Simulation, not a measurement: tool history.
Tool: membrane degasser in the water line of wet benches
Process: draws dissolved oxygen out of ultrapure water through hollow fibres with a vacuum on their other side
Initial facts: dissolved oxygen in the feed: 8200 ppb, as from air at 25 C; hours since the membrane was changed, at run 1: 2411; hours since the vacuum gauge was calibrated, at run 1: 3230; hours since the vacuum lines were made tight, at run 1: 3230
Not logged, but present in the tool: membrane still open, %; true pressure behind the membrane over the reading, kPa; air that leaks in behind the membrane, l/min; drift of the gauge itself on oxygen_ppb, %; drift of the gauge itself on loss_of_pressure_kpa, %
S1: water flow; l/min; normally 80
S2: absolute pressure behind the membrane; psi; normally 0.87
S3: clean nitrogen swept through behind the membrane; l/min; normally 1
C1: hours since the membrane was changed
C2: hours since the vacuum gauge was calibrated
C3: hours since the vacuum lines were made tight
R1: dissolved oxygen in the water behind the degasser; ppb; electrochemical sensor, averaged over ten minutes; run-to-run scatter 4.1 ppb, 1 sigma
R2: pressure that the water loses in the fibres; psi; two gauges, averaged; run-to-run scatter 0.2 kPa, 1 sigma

run	day	S1	S2	S3	C1	C2	C3	R1	R2
1	0	80	0.87	1	2411	3230	3230	460	6.385
2	7.471	80	0.978	1	2591	3409	3409	552.3	6.383
3	14.112	80	0.978	1	2750	3568	3568	560	6.434
4	22.117	80	0.87	1	2942	3761	3761	476.2	6.401
5	28.292	80	0.87	1	3090	3909	3909	474.5	6.473
6	34.746	80	0.87	1	3245	4064	4064	466.1	6.434
7	40.738	80	0.87	1	3389	4207	4207	473.8	6.461
8	46.229	80	0.87	1	3521	4339	4339	473.9	6.44
# day 53.142: seals of the vacuum lines changed
9	54.221	80	0.87	1	3711	4529	26	491.6	6.386
# day 61.133: vacuum gauge calibrated
10	62.412	80	1.443	1	3907	31	222	983.3	6.541
11	68.583	80	0.87	1	4055	179	370	502.1	6.472
12	73.854	80	0.87	1	4181	305	497	506.6	6.511
13	81.567	80	0.87	0.6	4366	490	682	682.4	6.498
14	88.654	80	0.87	1	4536	661	852	519.5	6.502
15	93.742	80	0.87	1	4659	783	974	517.3	6.522
16	97.712	118	0.87	1	4754	878	1069	817.3	9.604
# day 101.083: vacuum gauge calibrated, once more
17	102.725	118	0.87	1	4874	39	1189	688.1	9.644
18	107.992	110	0.58	0.98	5000	166	1315	335.5	8.959
19	116.675	110	0.58	0.98	5208	374	1524	329.2	9.005
20	120.75	53	0.58	1.33	5306	472	1622	78.6	4.345
21	127.317	96	1.149	2.48	5464	630	1779	479.2	7.797
22	132.208	80	1.358	0.49	5581	747	1897	1217.4	6.598
23	137	112	1.358	0.57	5696	862	2012	1447.1	9.203
24	142.917	112	1.358	0.57	5838	1004	2154	1452.2	9.185
25	147.729	112	1.358	0.42	5954	1119	2269	1651.8	9.264
26	152.367	112	1.735	1.45	6065	1231	2380	1230	9.195
27	160.55	106	1.349	1	6261	1427	2577	1077.7	8.699
28	168.85	98	0.87	0.45	6461	1626	2776	790.4	8.109
29	176.179	98	0.87	0.45	6637	1802	2952	804	8.15
30	183.342	77	0.525	0.94	6808	1974	3124	150.9	6.38
31	188.638	77	0.525	0.94	6936	2101	3251	151.2	6.408
32	193.233	80	0.934	1.97	7046	2212	3361	339.5	6.705

Alternative continuations, all from the tool just after run 32; predict every row:
A	198.65	94	1.256	1	7176	2342	3491	?	?
B	198.65	125	0.994	0.49	7176	2342	3491	?	?
C	198.65	119	1.041	1.87	7176	2342	3491	?	?

run	R1	R2
A	902.7	7.86
B	1171.4	10.411
C	699.2	9.926
Without the tool's hidden state the same runs would have given:
run	R1	R2
A	838.1	7.358
B	1057.2	9.748
C	619	9.294
